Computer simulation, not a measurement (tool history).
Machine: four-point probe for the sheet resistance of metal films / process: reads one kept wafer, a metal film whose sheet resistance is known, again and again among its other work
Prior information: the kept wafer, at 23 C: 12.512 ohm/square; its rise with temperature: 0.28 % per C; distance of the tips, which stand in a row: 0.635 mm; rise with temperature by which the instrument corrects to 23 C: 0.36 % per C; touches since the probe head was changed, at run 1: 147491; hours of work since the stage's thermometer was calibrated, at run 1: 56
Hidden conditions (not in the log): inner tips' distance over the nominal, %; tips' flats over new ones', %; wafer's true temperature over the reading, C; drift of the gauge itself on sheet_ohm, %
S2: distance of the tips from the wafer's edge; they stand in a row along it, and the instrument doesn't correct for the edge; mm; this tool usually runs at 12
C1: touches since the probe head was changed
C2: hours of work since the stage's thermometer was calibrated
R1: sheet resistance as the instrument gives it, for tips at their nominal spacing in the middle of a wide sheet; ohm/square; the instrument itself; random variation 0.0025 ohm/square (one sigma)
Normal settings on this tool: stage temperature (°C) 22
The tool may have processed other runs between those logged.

run 1 hour=0.0 | stage_temperature_(°C)=22 S2=12 | C1=147491 C2=56 | R1=12.439838
run 2 hour=75.3 | stage_temperature_(°C)=21 S2=12 | C1=151534 C2=103 | R1=12.442681
run 3 hour=170.8 | stage_temperature_(°C)=21 S2=12 | C1=156668 C2=161 | R1=12.442925
run 4 hour=216.8 | stage_temperature_(°C)=21 S2=12 | C1=159140 C2=190 | R1=12.436942
run 5 hour=301.1 | stage_temperature_(°C)=22 S2=7 | C1=163664 C2=242 | R1=12.458439
run 6 hour=411.8 | stage_temperature_(°C)=22 S2=12 | C1=169610 C2=310 | R1=12.415090
run 7 hour=501.2 | stage_temperature_(°C)=22 S2=4 | C1=174415 C2=365 | R1=12.558767
run 8 hour=562.1 | stage_temperature_(°C)=22 S2=4 | C1=177687 C2=403 | R1=12.557614
run 9 hour=620.7 | stage_temperature_(°C)=22 S2=15 | C1=180834 C2=439 | R1=12.395916
run 10 hour=707.7 | stage_temperature_(°C)=22 S2=42 | C1=185504 C2=492 | R1=12.379980
run 11 hour=818.3 | stage_temperature_(°C)=22 S2=60 | C1=191446 C2=560 | R1=12.375914
run 12 hour=897.6 | stage_temperature_(°C)=22 S2=60 | C1=195709 C2=609 | R1=12.368553
run 13 hour=982.1 | stage_temperature_(°C)=22 S2=12 | C1=200248 C2=661 | R1=12.381156
run 14 hour=1031.9 | stage_temperature_(°C)=22 S2=12 | C1=202922 C2=692 | R1=12.378254
run 15 hour=1092.0 | stage_temperature_(°C)=22 S2=12 | C1=206148 C2=729 | R1=12.377901
-- hour=1108.4 new probe head fitted
run 16 hour=1190.4 | stage_temperature_(°C)=22 S2=12 | C1=4405 C2=789 | R1=12.527625
run 17 hour=1272.7 | stage_temperature_(°C)=19 S2=12 | C1=8827 C2=840 | R1=12.551769
run 18 hour=1359.7 | stage_temperature_(°C)=19 S2=12 | C1=13500 C2=893 | R1=12.545836
run 19 hour=1429.6 | stage_temperature_(°C)=19 S2=12 | C1=17257 C2=936 | R1=12.542326
run 20 hour=1484.8 | stage_temperature_(°C)=19 S2=12 | C1=20221 C2=970 | R1=12.540965
run 21 hour=1585.2 | stage_temperature_(°C)=22 S2=12 | C1=25615 C2=1032 | R1=12.504472
run 22 hour=1637.7 | stage_temperature_(°C)=22 S2=14 | C1=28432 C2=1065 | R1=12.499390
run 23 hour=1716.6 | stage_temperature_(°C)=23 S2=20 | C1=32674 C2=1113 | R1=12.479731
run 24 hour=1772.1 | stage_temperature_(°C)=21 S2=32 | C1=35655 C2=1148 | R1=12.491937
run 25 hour=1830.8 | stage_temperature_(°C)=20 S2=4 | C1=38806 C2=1184 | R1=12.662017
-- hour=1838.7 stage's thermometer calibrated
run 26 hour=1916.6 | stage_temperature_(°C)=20 S2=27 | C1=43388 C2=48 | R1=12.492433
run 27 hour=1993.5 | stage_temperature_(°C)=18 S2=15 | C1=47521 C2=95 | R1=12.514846
run 28 hour=2042.8 | stage_temperature_(°C)=34 S2=5 | C1=50168 C2=126 | R1=12.457904
run 29 hour=2096.6 | stage_temperature_(°C)=34 S2=5 | C1=53057 C2=159 | R1=12.451436
run 30 hour=2192.7 | stage_temperature_(°C)=34 S2=5 | C1=58219 C2=218 | R1=12.447921
run 31 hour=2263.1 | stage_temperature_(°C)=23 S2=3 | C1=61999 C2=261 | R1=12.732336
run 32 hour=2347.8 | stage_temperature_(°C)=23 S2=3 | C1=66553 C2=314 | R1=12.728749
run 33 hour=2452.6 | stage_temperature_(°C)=22 S2=6 | C1=72180 C2=378 | R1=12.510554
-- hour=2471.6 stage's thermometer calibrated, once more
run 34 hour=2501.7 | stage_temperature_(°C)=21 S2=12 | C1=74793 C2=19 | R1=12.475760
run 35 hour=2560.8 | stage_temperature_(°C)=32 S2=18 | C1=77968 C2=55 | R1=12.361706
run 36 hour=2620.3 | stage_temperature_(°C)=27 S2=12 | C1=81164 C2=92 | R1=12.410385
run 37 hour=2706.8 | stage_temperature_(°C)=18 S2=12 | C1=85810 C2=145 | R1=12.495802
run 38 hour=2776.3 | stage_temperature_(°C)=19 S2=6 | C1=89541 C2=188 | R1=12.536310
run 39 hour=2835.1 | stage_temperature_(°C)=20 S2=5 | C1=92702 C2=224 | R1=12.555419
run 40 hour=2886.7 | stage_temperature_(°C)=20 S2=25 | C1=95470 C2=256 | R1=12.453506
run 41 hour=2946.0 | stage_temperature_(°C)=31 S2=20 | C1=98658 C2=292 | R1=12.346131
run 42 hour=3033.6 | stage_temperature_(°C)=27 S2=37 | C1=103361 C2=346 | R1=12.376579
run 43 hour=3084.6 | stage_temperature_(°C)=24 S2=35 | C1=106101 C2=378 | R1=12.397509

Predict each of these 3 candidate next runs independently; none follows another, all start after run 43:
run A hour=3135.9 | stage_temperature_(°C)=18 S2=34 | C1=108859 C2=409 | R1=?
run B hour=3135.9 | stage_temperature_(°C)=25 S2=72 | C1=108859 C2=409 | R1=?
run C hour=3135.9 | stage_temperature_(°C)=23 S2=12 | C1=108859 C2=409 | R1=?

run=A R1=12.457611
run=B R1=12.384528
run=C R1=12.424041
The same runs, with their run-to-run variation unchanged, on a tool lacking any hidden condition would have given:
run=A R1=12.567054
run=B R1=12.493324
run=C R1=12.533174
